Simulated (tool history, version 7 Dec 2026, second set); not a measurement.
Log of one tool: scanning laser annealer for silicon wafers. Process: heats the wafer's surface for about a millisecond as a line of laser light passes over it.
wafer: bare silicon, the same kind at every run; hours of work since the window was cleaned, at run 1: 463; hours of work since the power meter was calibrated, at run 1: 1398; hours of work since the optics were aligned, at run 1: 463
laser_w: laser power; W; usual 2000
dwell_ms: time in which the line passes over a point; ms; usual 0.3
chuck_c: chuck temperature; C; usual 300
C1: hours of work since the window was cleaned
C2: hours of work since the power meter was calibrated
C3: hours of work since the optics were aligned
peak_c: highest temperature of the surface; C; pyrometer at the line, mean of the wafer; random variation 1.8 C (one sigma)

run 1 hour=0 | laser_w=2000 dwell_ms=0.3 chuck_c=300 | C1=463 C2=1398 C3=463 | peak_c=1025
-- hour=83.2 window over the wafer cleaned
run 2 hour=95.3 | laser_w=2000 dwell_ms=0.3 chuck_c=300 | C1=8 C2=1460 C3=525 | peak_c=1027
run 3 hour=188.9 | laser_w=2000 dwell_ms=0.3 chuck_c=300 | C1=70 C2=1522 C3=587 | peak_c=1031
run 4 hour=238 | laser_w=2000 dwell_ms=0.3 chuck_c=300 | C1=102 C2=1554 C3=619 | peak_c=1028
run 5 hour=321.5 | laser_w=2000 dwell_ms=0.293 chuck_c=300 | C1=157 C2=1609 C3=674 | peak_c=1018
run 6 hour=390.6 | laser_w=2000 dwell_ms=0.293 chuck_c=300 | C1=203 C2=1655 C3=720 | peak_c=1020
run 7 hour=450.9 | laser_w=1828 dwell_ms=0.3 chuck_c=300 | C1=243 C2=1695 C3=759 | peak_c=951
run 8 hour=505.9 | laser_w=1828 dwell_ms=0.3 chuck_c=300 | C1=279 C2=1731 C3=796 | peak_c=948
run 9 hour=574.1 | laser_w=2000 dwell_ms=0.3 chuck_c=339 | C1=324 C2=1776 C3=841 | peak_c=1065
run 10 hour=670.1 | laser_w=2000 dwell_ms=0.3 chuck_c=339 | C1=387 C2=1839 C3=904 | peak_c=1069
run 11 hour=722.2 | laser_w=2000 dwell_ms=0.3 chuck_c=339 | C1=422 C2=1874 C3=938 | peak_c=1064
run 12 hour=783.1 | laser_w=2000 dwell_ms=0.3 chuck_c=339 | C1=462 C2=1914 C3=979 | peak_c=1065
run 13 hour=857.5 | laser_w=1910 dwell_ms=0.3 chuck_c=300 | C1=511 C2=1963 C3=1028 | peak_c=990
-- hour=871 window over the wafer cleaned
run 14 hour=900.4 | laser_w=2000 dwell_ms=0.244 chuck_c=300 | C1=19 C2=1990 C3=1055 | peak_c=951
run 15 hour=954.5 | laser_w=2000 dwell_ms=0.3 chuck_c=300 | C1=55 C2=2025 C3=1090 | peak_c=1031
run 16 hour=1041.3 | laser_w=2000 dwell_ms=0.3 chuck_c=300 | C1=112 C2=2083 C3=1148 | peak_c=1027
run 17 hour=1114.5 | laser_w=1761 dwell_ms=0.348 chuck_c=300 | C1=161 C2=2131 C3=1196 | peak_c=972
-- hour=1155.4 optics aligned, line set to its width
run 18 hour=1171.6 | laser_w=2053 dwell_ms=0.369 chuck_c=286 | C1=195 C2=2165 C3=11 | peak_c=1131
run 19 hour=1218.4 | laser_w=1794 dwell_ms=0.247 chuck_c=269 | C1=226 C2=2196 C3=42 | peak_c=841
run 20 hour=1283.6 | laser_w=1794 dwell_ms=0.247 chuck_c=339 | C1=269 C2=2239 C3=85 | peak_c=909
run 21 hour=1355.3 | laser_w=1729 dwell_ms=0.249 chuck_c=323 | C1=316 C2=2287 C3=132 | peak_c=871
run 22 hour=1402.6 | laser_w=1863 dwell_ms=0.249 chuck_c=323 | C1=347 C2=2318 C3=163 | peak_c=925
run 23 hour=1484.8 | laser_w=2000 dwell_ms=0.337 chuck_c=300 | C1=402 C2=2372 C3=217 | peak_c=1076
run 24 hour=1557 | laser_w=2000 dwell_ms=0.337 chuck_c=330 | C1=449 C2=2420 C3=265 | peak_c=1103
run 25 hour=1644.5 | laser_w=1928 dwell_ms=0.255 chuck_c=330 | C1=507 C2=2477 C3=323 | peak_c=965
-- hour=1666.5 window over the wafer cleaned
run 26 hour=1736.4 | laser_w=1928 dwell_ms=0.255 chuck_c=330 | C1=46 C2=2537 C3=382 | peak_c=967
run 27 hour=1780 | laser_w=1928 dwell_ms=0.255 chuck_c=330 | C1=75 C2=2565 C3=411 | peak_c=967
run 28 hour=1876 | laser_w=1767 dwell_ms=0.335 chuck_c=305 | C1=138 C2=2629 C3=474 | peak_c=969
run 29 hour=1959.4 | laser_w=1812 dwell_ms=0.275 chuck_c=275 | C1=193 C2=2684 C3=529 | peak_c=888
run 30 hour=2038.2 | laser_w=1933 dwell_ms=0.321 chuck_c=300 | C1=245 C2=2736 C3=581 | peak_c=1023
run 31 hour=2133.1 | laser_w=1933 dwell_ms=0.321 chuck_c=300 | C1=308 C2=2798 C3=644 | peak_c=1026
run 32 hour=2189 | laser_w=1933 dwell_ms=0.321 chuck_c=300 | C1=345 C2=2835 C3=681 | peak_c=1025

4 ways to go on from here, each from the tool as it stands after run 32. What would each give?
run A hour=2245 | laser_w=1820 dwell_ms=0.353 chuck_c=337 | C1=382 C2=2872 C3=718 | peak_c=?
run B hour=2245 | laser_w=2000 dwell_ms=0.3 chuck_c=296 | C1=382 C2=2872 C3=718 | peak_c=?
run C hour=2245 | laser_w=1933 dwell_ms=0.263 chuck_c=290 | C1=382 C2=2872 C3=718 | peak_c=?
run D hour=2245 | laser_w=2042 dwell_ms=0.322 chuck_c=329 | C1=382 C2=2872 C3=718 | peak_c=?

run=A peak_c=1047
run=B peak_c=1025
run=C peak_c=937
run=D peak_c=1103
Without the tool's hidden state the same runs would have given:
run=A peak_c=1048
run=B peak_c=1026
run=C peak_c=937
run=D peak_c=1104
